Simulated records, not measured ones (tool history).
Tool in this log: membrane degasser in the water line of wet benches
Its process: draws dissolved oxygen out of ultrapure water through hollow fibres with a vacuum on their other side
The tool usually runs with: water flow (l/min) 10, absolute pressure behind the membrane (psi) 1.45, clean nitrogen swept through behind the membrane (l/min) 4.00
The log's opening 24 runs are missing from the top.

run    hour  water flow (l/min)  absolute pressure behind the membrane (psi)  clean nitrogen swept through behind the membrane (l/min)  hours since the membrane was changed  hours since the vacuum gauge was calibrated  hours since the vacuum lines were made tight  dissolved oxygen in the water behind the degasser (ppb)  pressure that the water loses in the fibres (psi)
 25  3003.3                  14                                         1.45                                                      4.00                                  9857                                         6960                                          6960                                                    207.8                                             11.873
 26  3123.1                  14                                         1.45                                                      6.64                                  9977                                         7080                                          7080                                                    183.0                                             11.810
     3236.3  -- vacuum gauge calibrated
 27  3239.3                  13                                         1.80                                                      8.78                                 10092                                            3                                          7196                                                    160.9                                             11.052
     3321.8  -- seals of the vacuum lines changed
 28  3362.2                  14                                         1.83                                                      8.78                                 10213                                          124                                            40                                                    186.0                                             11.848
 29  3445.3                  14                                         1.83                                                      8.78                                 10296                                          207                                           123                                                    188.6                                             11.854
 30  3613.8                  14                                         1.83                                                      8.78                                 10465                                          376                                           292                                                    190.1                                             11.835
 31  3731.1                  13                                         0.91                                                      8.78                                 10582                                          493                                           409                                                    136.9                                             11.069
 32  3901.2                   7                                         0.91                                                      1.63                                 10752                                          663                                           579                                                     57.3                                              5.906

Here are 3 independent what-if runs from the current tool condition. What would each one return?
  A  4021.1                   7                                         0.91                                                      2.66                                 10872                                          783                                           699                                                        ?                                                  ?
  B  4021.1                  10                                         2.32                                                      4.00                                 10872                                          783                                           699                                                        ?                                                  ?
  C  4021.1                   7                                         2.92                                                      5.22                                 10872                                          783                                           699                                                        ?                                                  ?

run  dissolved oxygen in the water behind the degasser (ppb)  pressure that the water loses in the fibres (psi)
  A                                                     43.1                                              5.912
  B                                                    144.1                                              8.411
  C                                                     78.2                                              5.929
Without the tool's unlogged condition, the same runs would have read:
run  dissolved oxygen in the water behind the degasser (ppb)  pressure that the water loses in the fibres (psi)
  A                                                     43.0                                              5.907
  B                                                    143.8                                              8.402
  C                                                     78.0                                              5.925
